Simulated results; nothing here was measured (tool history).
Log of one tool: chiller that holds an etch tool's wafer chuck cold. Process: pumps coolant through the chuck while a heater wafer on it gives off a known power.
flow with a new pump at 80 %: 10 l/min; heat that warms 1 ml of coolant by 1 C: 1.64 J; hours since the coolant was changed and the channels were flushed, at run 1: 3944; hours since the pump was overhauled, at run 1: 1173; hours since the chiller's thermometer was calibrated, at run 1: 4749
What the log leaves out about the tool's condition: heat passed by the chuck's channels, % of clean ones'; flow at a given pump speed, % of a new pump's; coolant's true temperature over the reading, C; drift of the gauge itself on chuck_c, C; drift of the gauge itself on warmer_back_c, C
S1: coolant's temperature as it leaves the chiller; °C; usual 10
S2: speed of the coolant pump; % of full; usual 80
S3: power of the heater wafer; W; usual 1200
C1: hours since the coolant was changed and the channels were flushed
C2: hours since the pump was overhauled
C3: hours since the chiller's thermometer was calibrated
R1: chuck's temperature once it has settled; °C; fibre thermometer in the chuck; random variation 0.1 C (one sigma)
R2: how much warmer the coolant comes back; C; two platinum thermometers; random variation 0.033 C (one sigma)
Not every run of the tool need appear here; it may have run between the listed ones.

run 1 hour=0.0 | S1=10 S2=80 S3=1200 | C1=3944 C2=1173 C3=4749 | R1=20.8 R2=4.35
run 2 hour=27.6 | S1=10 S2=80 S3=1623 | C1=3972 C2=1201 C3=4777 | R1=24.3 R2=5.93
run 3 hour=45.6 | S1=10 S2=80 S3=1200 | C1=3990 C2=1219 C3=4795 | R1=20.8 R2=4.36
run 4 hour=77.0 | S1=10 S2=80 S3=1200 | C1=4022 C2=1250 C3=4826 | R1=20.6 R2=4.48
run 5 hour=98.3 | S1=10 S2=100 S3=1200 | C1=4043 C2=1272 C3=4847 | R1=19.1 R2=3.57
run 6 hour=120.3 | S1=10 S2=80 S3=1343 | C1=4065 C2=1294 C3=4869 | R1=22.0 R2=5.02
run 7 hour=145.4 | S1=10 S2=80 S3=1200 | C1=4090 C2=1319 C3=4894 | R1=20.7 R2=4.49
run 8 hour=175.8 | S1=9 S2=80 S3=1216 | C1=4120 C2=1349 C3=4925 | R1=19.8 R2=4.59
run 9 hour=200.7 | S1=10 S2=80 S3=1441 | C1=4145 C2=1374 C3=4950 | R1=22.8 R2=5.39
run 10 hour=215.9 | S1=10 S2=80 S3=830 | C1=4160 C2=1389 C3=4965 | R1=17.3 R2=3.22
run 11 hour=232.0 | S1=8 S2=84 S3=839 | C1=4176 C2=1405 C3=4981 | R1=15.3 R2=3.15
run 12 hour=255.7 | S1=8 S2=84 S3=839 | C1=4200 C2=1429 C3=5005 | R1=15.0 R2=3.04
run 13 hour=272.1 | S1=8 S2=84 S3=839 | C1=4217 C2=1446 C3=5021 | R1=15.3 R2=3.15

Alternative continuations, all from the tool just after run 13; predict every row:
run A hour=300.0 | S1=15 S2=89 S3=714 | C1=4244 C2=1473 C3=5049 | R1=? R2=?
run B hour=300.0 | S1=14 S2=84 S3=851 | C1=4244 C2=1473 C3=5049 | R1=? R2=?
run C hour=300.0 | S1=13 S2=60 S3=1200 | C1=4244 C2=1473 C3=5049 | R1=? R2=?
run D hour=300.0 | S1=19 S2=80 S3=781 | C1=4244 C2=1473 C3=5049 | R1=? R2=?

run=A R1=20.9 R2=2.56
run=B R1=21.2 R2=3.18
run=C R1=26.5 R2=6.18
run=D R1=26.1 R2=3.06
With the hidden condition removed and each run's random variation left untouched, the same runs would have given:
run=A R1=20.9 R2=2.35
run=B R1=21.2 R2=2.97
run=C R1=26.5 R2=5.96
run=D R1=26.1 R2=2.85
